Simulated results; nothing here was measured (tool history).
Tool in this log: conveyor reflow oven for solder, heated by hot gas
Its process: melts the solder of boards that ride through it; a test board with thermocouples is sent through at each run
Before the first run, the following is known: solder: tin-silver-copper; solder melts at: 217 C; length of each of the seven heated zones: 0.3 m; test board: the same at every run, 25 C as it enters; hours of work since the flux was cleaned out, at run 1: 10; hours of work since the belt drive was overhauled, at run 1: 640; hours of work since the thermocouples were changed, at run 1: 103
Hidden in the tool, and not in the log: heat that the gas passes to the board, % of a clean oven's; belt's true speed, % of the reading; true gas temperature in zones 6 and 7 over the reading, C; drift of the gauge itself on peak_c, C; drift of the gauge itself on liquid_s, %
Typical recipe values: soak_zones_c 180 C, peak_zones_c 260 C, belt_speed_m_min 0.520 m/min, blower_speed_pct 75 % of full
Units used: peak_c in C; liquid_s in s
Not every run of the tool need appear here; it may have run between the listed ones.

run   hour  soak_zones_c  peak_zones_c  belt_speed_m_min  blower_speed_pct  hours of work since the flux was cleaned out  hours of work since the belt drive was overhauled  hours of work since the thermocouples were changed  peak_c  liquid_s
  1    0.0           180           260             0.520                75                                            10                                                640                                                 103   250.5      54.1
  2   11.1           180           260             0.520                75                                            15                                                644                                                 107   249.8      54.8
  3   32.8           174           260             0.520                75                                            24                                                653                                                 116   249.7      51.7
  4   54.2           174           260             0.520                75                                            33                                                662                                                 125   248.9      51.3
  5   72.3           180           260             0.537                75                                            40                                                670                                                 133   249.7      52.4
  6   83.1           180           269             0.520                75                                            45                                                674                                                 137   258.0      58.9
  7   96.9           180           260             0.520                75                                            50                                                680                                                 143   250.4      54.5
  8  107.0           180           260             0.520                86                                            55                                                684                                                 147   251.7      56.0
  9  120.8           180           260             0.520                78                                            60                                                690                                                 153   250.7      55.0
 10  136.7           190           260             0.520                75                                            67                                                697                                                 160   251.6      58.8
 11  147.2           172           252             0.572                71                                            71                                                701                                                 164   238.9      37.9
 12  166.4           172           252             0.572                71                                            79                                                709                                                 172   239.0      37.4
     172.5  -- flux residue cleaned out of gas plates and filters
 13  181.3           180           260             0.615                83                                             4                                                713                                                 176   247.1      43.6
 14  196.0           187           260             0.615                88                                            10                                                719                                                 182   248.7      46.9
     211.4  -- flux residue cleaned out of gas plates and filters, once more
 15  215.7           187           260             0.615                88                                             2                                                725                                                 188   249.4      47.9
 16  231.5           191           264             0.552                53                                             8                                                732                                                 195   249.5      53.6
 17  253.3           192           264             0.458                87                                            17                                                741                                                 204   259.7      73.2
 18  265.4           180           265             0.531                75                                            22                                                746                                                 209   254.1      55.6
 19  276.5           180           250             0.520                80                                            27                                                751                                                 214   242.4      49.5

Here are 4 independent what-if runs from the current tool condition. What would each one return?
  A  288.4           180           250             0.480                80                                            32                                                756                                                 219       ?         ?
  B  288.4           180           272             0.490                70                                            32                                                756                                                 219       ?         ?
  C  288.4           182           250             0.520                80                                            32                                                756                                                 219       ?         ?
  D  288.4           176           255             0.434                80                                            32                                                756                                                 219       ?         ?

run  peak_c  liquid_s
  A   244.5      55.8
  B   262.3      64.5
  C   242.6      50.6
  D   249.8      65.7
With no hidden state in the tool, these same runs would have given:
run  peak_c  liquid_s
  A   244.0      54.6
  B   261.6      63.3
  C   242.1      49.5
  D   249.2      64.4
